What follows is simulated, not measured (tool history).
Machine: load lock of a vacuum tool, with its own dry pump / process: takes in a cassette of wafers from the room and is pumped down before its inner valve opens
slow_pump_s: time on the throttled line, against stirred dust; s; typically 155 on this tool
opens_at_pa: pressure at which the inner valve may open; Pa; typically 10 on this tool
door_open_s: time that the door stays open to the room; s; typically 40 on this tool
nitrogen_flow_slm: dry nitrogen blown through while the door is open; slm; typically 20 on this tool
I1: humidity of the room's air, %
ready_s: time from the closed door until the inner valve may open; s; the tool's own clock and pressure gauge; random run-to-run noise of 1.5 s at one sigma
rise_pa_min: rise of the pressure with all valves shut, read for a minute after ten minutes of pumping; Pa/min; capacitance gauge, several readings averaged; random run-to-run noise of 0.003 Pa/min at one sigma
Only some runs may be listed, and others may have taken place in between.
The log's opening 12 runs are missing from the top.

run 13 day=122.783 | slow_pump_s=303 opens_at_pa=10 door_open_s=40 nitrogen_flow_slm=20 | I1=46.7 | ready_s=373.1 rise_pa_min=0.341
run 14 day=134.258 | slow_pump_s=155 opens_at_pa=10 door_open_s=40 nitrogen_flow_slm=20 | I1=43.2 | ready_s=253.2 rise_pa_min=0.361
run 15 day=149.908 | slow_pump_s=155 opens_at_pa=10 door_open_s=40 nitrogen_flow_slm=34 | I1=46 | ready_s=253.1 rise_pa_min=0.399
run 16 day=160.158 | slow_pump_s=155 opens_at_pa=10 door_open_s=40 nitrogen_flow_slm=34 | I1=42 | ready_s=252.5 rise_pa_min=0.452
run 17 day=176.558 | slow_pump_s=155 opens_at_pa=10 door_open_s=40 nitrogen_flow_slm=34 | I1=44.3 | ready_s=251.6 rise_pa_min=0.496
run 18 day=189.921 | slow_pump_s=155 opens_at_pa=10 door_open_s=40 nitrogen_flow_slm=34 | I1=44.9 | ready_s=252.5 rise_pa_min=0.528
run 19 day=205.783 | slow_pump_s=196 opens_at_pa=9 door_open_s=40 nitrogen_flow_slm=34 | I1=46.1 | ready_s=289.7 rise_pa_min=0.603
run 20 day=214.438 | slow_pump_s=147 opens_at_pa=9 door_open_s=40 nitrogen_flow_slm=34 | I1=47.1 | ready_s=248.5 rise_pa_min=0.632
run 21 day=224.95 | slow_pump_s=281 opens_at_pa=20 door_open_s=40 nitrogen_flow_slm=20 | I1=44.1 | ready_s=352.1 rise_pa_min=0.668
run 22 day=232.592 | slow_pump_s=147 opens_at_pa=11 door_open_s=85 nitrogen_flow_slm=4 | I1=44.9 | ready_s=246.5 rise_pa_min=0.727
-- day=240.429 door's seal changed, seat wiped
run 23 day=240.429 | slow_pump_s=137 opens_at_pa=18 door_open_s=32 nitrogen_flow_slm=8 | I1=48.3 | ready_s=230.4 rise_pa_min=0.022
run 24 day=253.779 | slow_pump_s=155 opens_at_pa=7 door_open_s=40 nitrogen_flow_slm=20 | I1=42.4 | ready_s=259.8 rise_pa_min=0.026
run 25 day=266.204 | slow_pump_s=155 opens_at_pa=10 door_open_s=55 nitrogen_flow_slm=7 | I1=46.1 | ready_s=255.6 rise_pa_min=0.042
run 26 day=278.788 | slow_pump_s=141 opens_at_pa=10 door_open_s=31 nitrogen_flow_slm=20 | I1=44.3 | ready_s=245.4 rise_pa_min=0.05
run 27 day=293.029 | slow_pump_s=108 opens_at_pa=20 door_open_s=69 nitrogen_flow_slm=5 | I1=45.9 | ready_s=206.8 rise_pa_min=0.083
run 28 day=301.746 | slow_pump_s=108 opens_at_pa=20 door_open_s=210 nitrogen_flow_slm=40 | I1=40.4 | ready_s=210.3 rise_pa_min=0.077
run 29 day=311.658 | slow_pump_s=148 opens_at_pa=16 door_open_s=40 nitrogen_flow_slm=20 | I1=42.2 | ready_s=248.9 rise_pa_min=0.1
run 30 day=320.642 | slow_pump_s=148 opens_at_pa=16 door_open_s=40 nitrogen_flow_slm=20 | I1=44.7 | ready_s=247.3 rise_pa_min=0.104
run 31 day=327.975 | slow_pump_s=155 opens_at_pa=8 door_open_s=52 nitrogen_flow_slm=20 | I1=42.7 | ready_s=264.2 rise_pa_min=0.121
run 32 day=337.388 | slow_pump_s=155 opens_at_pa=8 door_open_s=180 nitrogen_flow_slm=20 | I1=41.3 | ready_s=266 rise_pa_min=0.145
run 33 day=344.429 | slow_pump_s=155 opens_at_pa=8 door_open_s=180 nitrogen_flow_slm=20 | I1=46.9 | ready_s=264.1 rise_pa_min=0.161
run 34 day=352.625 | slow_pump_s=155 opens_at_pa=8 door_open_s=180 nitrogen_flow_slm=20 | I1=46.1 | ready_s=269.2 rise_pa_min=0.179
run 35 day=359.95 | slow_pump_s=175 opens_at_pa=16 door_open_s=63 nitrogen_flow_slm=20 | I1=43.4 | ready_s=271.8 rise_pa_min=0.181
run 36 day=370.692 | slow_pump_s=155 opens_at_pa=10 door_open_s=68 nitrogen_flow_slm=30 | I1=47.9 | ready_s=261.8 rise_pa_min=0.208

5 options for the next run, each taken on its own from the tool as it stands now. Forecast them:
run A day=379.05 | slow_pump_s=155 opens_at_pa=11 door_open_s=35 nitrogen_flow_slm=27 | I1=48 | ready_s=? rise_pa_min=?
run B day=379.05 | slow_pump_s=88 opens_at_pa=10 door_open_s=107 nitrogen_flow_slm=28 | I1=44.4 | ready_s=? rise_pa_min=?
run C day=379.05 | slow_pump_s=155 opens_at_pa=10 door_open_s=40 nitrogen_flow_slm=20 | I1=46.4 | ready_s=? rise_pa_min=?
run D day=379.05 | slow_pump_s=281 opens_at_pa=10 door_open_s=187 nitrogen_flow_slm=20 | I1=39.6 | ready_s=? rise_pa_min=?
run E day=379.05 | slow_pump_s=155 opens_at_pa=17 door_open_s=68 nitrogen_flow_slm=11 | I1=49 | ready_s=? rise_pa_min=?

run=A ready_s=262.8 rise_pa_min=0.226
run=B ready_s=210.4 rise_pa_min=0.228
run=C ready_s=263.4 rise_pa_min=0.228
run=D ready_s=369.1 rise_pa_min=0.235
run=E ready_s=259.3 rise_pa_min=0.237
With no hidden state in the tool, these same runs would have given:
run=A ready_s=235.3 rise_pa_min=0.014
run=B ready_s=179.3 rise_pa_min=0.018
run=C ready_s=235.6 rise_pa_min=0.017
run=D ready_s=346.7 rise_pa_min=0.025
run=E ready_s=233.2 rise_pa_min=0.026
